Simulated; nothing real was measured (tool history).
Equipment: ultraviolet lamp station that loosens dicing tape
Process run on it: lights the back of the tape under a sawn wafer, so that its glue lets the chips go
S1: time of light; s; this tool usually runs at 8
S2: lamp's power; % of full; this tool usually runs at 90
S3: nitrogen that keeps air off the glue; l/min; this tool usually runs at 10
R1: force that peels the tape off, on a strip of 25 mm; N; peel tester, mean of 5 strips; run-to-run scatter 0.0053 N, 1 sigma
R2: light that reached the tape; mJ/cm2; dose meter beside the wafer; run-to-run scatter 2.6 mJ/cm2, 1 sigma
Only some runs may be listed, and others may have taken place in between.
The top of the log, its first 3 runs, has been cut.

{"run": 4, "hour": 30.9, "S1": 8, "S2": 90, "S3": 9, "R1": 0.102, "R2": 340}
{"run": 5, "hour": 38.3, "S1": 8, "S2": 90, "S3": 9, "R1": 0.097, "R2": 332}
{"run": 6, "hour": 45.0, "S1": 8, "S2": 90, "S3": 9, "R1": 0.09, "R2": 340}
{"run": 7, "hour": 53.2, "S1": 8, "S2": 90, "S3": 9, "R1": 0.109, "R2": 334}
{"run": 8, "hour": 61.7, "S1": 8, "S2": 90, "S3": 9, "R1": 0.107, "R2": 343}
{"run": 9, "hour": 71.8, "S1": 8, "S2": 69, "S3": 9, "R1": 0.22, "R2": 262}
{"run": 10, "hour": 81.6, "S1": 8, "S2": 69, "S3": 9, "R1": 0.2, "R2": 263}
{"run": 11, "hour": 92.0, "S1": 8, "S2": 90, "S3": 10, "R1": 0.086, "R2": 341}
{"run": 12, "hour": 101.3, "S1": 8, "S2": 90, "S3": 10, "R1": 0.093, "R2": 338}
{"run": 13, "hour": 114.5, "S1": 8, "S2": 90, "S3": 10, "R1": 0.098, "R2": 337}
{"run": 14, "hour": 125.5, "S1": 7, "S2": 90, "S3": 10, "R1": 0.121, "R2": 296}
{"run": 15, "hour": 137.8, "S1": 7, "S2": 90, "S3": 10, "R1": 0.144, "R2": 299}
{"run": 16, "hour": 149.4, "S1": 11, "S2": 90, "S3": 10, "R1": 0.065, "R2": 462}
{"run": 17, "hour": 155.7, "S1": 11, "S2": 90, "S3": 10, "R1": 0.064, "R2": 470}
{"run": 18, "hour": 168.6, "S1": 8, "S2": 90, "S3": 10, "R1": 0.1, "R2": 339}
{"run": 19, "hour": 176.7, "S1": 8, "S2": 90, "S3": 10, "R1": 0.098, "R2": 338}
{"run": 20, "hour": 182.7, "S1": 8, "S2": 90, "S3": 10, "R1": 0.094, "R2": 333}
{"run": 21, "hour": 195.9, "S1": 8, "S2": 90, "S3": 10, "R1": 0.088, "R2": 341}
{"run": 22, "hour": 208.4, "S1": 8, "S2": 90, "S3": 10, "R1": 0.092, "R2": 340}
{"run": 23, "hour": 220.2, "S1": 8, "S2": 90, "S3": 10, "R1": 0.098, "R2": 342}

What does the tool deliver on the next run?
{"run": 24, "hour": 232.1, "S1": 15, "S2": 74, "S3": 10, "R1": "?", "R2": "?"}

Run 24 gave R1 0.068 N, R2 523 mJ/cm2.
The same run, on a tool lacking any hidden state, would have yielded R1 0.068 N, R2 524 mJ/cm2.
